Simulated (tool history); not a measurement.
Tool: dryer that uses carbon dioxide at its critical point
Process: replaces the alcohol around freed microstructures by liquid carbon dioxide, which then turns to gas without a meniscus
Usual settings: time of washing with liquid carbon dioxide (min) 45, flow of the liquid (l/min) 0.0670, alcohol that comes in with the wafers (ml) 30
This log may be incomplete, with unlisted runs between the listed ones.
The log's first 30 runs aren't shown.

| run | hour | time of washing with liquid carbon dioxide (min) | flow of the liquid (l/min) | alcohol that comes in with the wafers (ml) | hours of work since the filter was changed | hours of work since the purifier's bed was changed | alcohol left in the vessel before it's heated (ppm by volume) |
|---|---|---|---|---|---|---|---|
| 31 | 513.8 | 43 | 0.0498 | 66 | 41 | 309 | 3733 |
| 32 | 533.1 | 32 | 0.0670 | 33 | 48 | 316 | 1970 |
| 33 | 547.4 | 36 | 0.0706 | 94 | 53 | 322 | 2918 |
| 34 | 567.1 | 36 | 0.0706 | 94 | 60 | 329 | 3000 |
| 35 | 583.6 | 41 | 0.0624 | 41 | 66 | 335 | 1294 |
| 36 | 598.5 | 43 | 0.1051 | 85 | 72 | 340 | 202 |
| 37 | 608.2 | 43 | 0.1051 | 85 | 75 | 343 | 199 |
| 38 | 618.7 | 63 | 0.0424 | 30 | 79 | 347 | 774 |
| 39 | 635.1 | 34 | 0.0610 | 36 | 85 | 353 | 2453 |
| 40 | 652.2 | 34 | 0.0610 | 36 | 91 | 359 | 2575 |
| 41 | 672.1 | 34 | 0.0610 | 36 | 98 | 367 | 2481 |
| 42 | 692.7 | 34 | 0.0610 | 36 | 106 | 374 | 2612 |
| 43 | 710.3 | 36 | 0.0610 | 43 | 112 | 380 | 2547 |
| 44 | 725.4 | 53 | 0.0883 | 57 | 117 | 386 | 165 |
| 45 | 745.4 | 53 | 0.0883 | 57 | 125 | 393 | 157 |
| 46 | 767.6 | 53 | 0.0883 | 57 | 133 | 401 | 147 |

5 options for the next run, each taken on its own from the tool as it stands now. Forecast them:
| A | 788.0 | 48 | 0.0769 | 57 | 140 | 408 | ? |
| B | 788.0 | 63 | 0.1067 | 57 | 140 | 408 | ? |
| C | 788.0 | 45 | 0.0670 | 61 | 140 | 408 | ? |
| D | 788.0 | 29 | 0.0838 | 90 | 140 | 408 | ? |
| E | 788.0 | 50 | 0.0883 | 57 | 140 | 408 | ? |

| run | alcohol left in the vessel before it's heated (ppm by volume) |
|---|---|
| A | 416 |
| B | 95 |
| C | 1054 |
| D | 3872 |
| E | 198 |
Take away the tool's hidden state, keep each run's random variation, and the runs would have read:
| run | alcohol left in the vessel before it's heated (ppm by volume) |
|---|---|
| A | 251 |
| B | 9 |
| C | 759 |
| D | 3111 |
| E | 81 |
